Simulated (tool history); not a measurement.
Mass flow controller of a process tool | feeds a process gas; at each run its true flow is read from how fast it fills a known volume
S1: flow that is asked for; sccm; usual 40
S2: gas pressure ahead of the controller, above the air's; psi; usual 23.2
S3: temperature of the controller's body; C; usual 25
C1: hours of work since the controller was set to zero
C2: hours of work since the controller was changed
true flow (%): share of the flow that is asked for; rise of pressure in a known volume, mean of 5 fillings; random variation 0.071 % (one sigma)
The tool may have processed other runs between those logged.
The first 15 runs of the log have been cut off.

{"run": 16, "hour": 973.9, "S1": 40, "S2": 23.2, "S3": 21, "C1": 1095, "C2": 1095, "true flow (%)": 99.86}
{"run": 17, "hour": 1012.0, "S1": 40, "S2": 23.2, "S3": 25, "C1": 1118, "C2": 1118, "true flow (%)": 99.75}
{"run": 18, "hour": 1077.1, "S1": 40, "S2": 23.2, "S3": 25, "C1": 1156, "C2": 1156, "true flow (%)": 99.66}
{"run": 19, "hour": 1129.1, "S1": 40, "S2": 23.2, "S3": 20, "C1": 1187, "C2": 1187, "true flow (%)": 99.84}
{"run": 20, "hour": 1206.6, "S1": 40, "S2": 23.2, "S3": 20, "C1": 1233, "C2": 1233, "true flow (%)": 99.82}
{"run": 21, "hour": 1267.5, "S1": 40, "S2": 23.2, "S3": 25, "C1": 1269, "C2": 1269, "true flow (%)": 99.81}
{"run": 22, "hour": 1302.5, "S1": 27, "S2": 23.2, "S3": 25, "C1": 1289, "C2": 1289, "true flow (%)": 99.55}
{"run": 23, "hour": 1357.4, "S1": 27, "S2": 23.2, "S3": 25, "C1": 1322, "C2": 1322, "true flow (%)": 99.54}
{"run": 24, "hour": 1397.0, "S1": 27, "S2": 23.2, "S3": 25, "C1": 1345, "C2": 1345, "true flow (%)": 99.69}
{"run": 25, "hour": 1431.4, "S1": 18, "S2": 20.5, "S3": 31, "C1": 1365, "C2": 1365, "true flow (%)": 99.47}

What does the tool deliver on the next run?
{"run": 26, "hour": 1511.4, "S1": 40, "S2": 27.8, "S3": 24, "C1": 1413, "C2": 1413, "true flow (%)": "?"}

true flow (%): 99.54
Minus the tool's unlogged condition, the same run would have read true flow (%) 99.54.
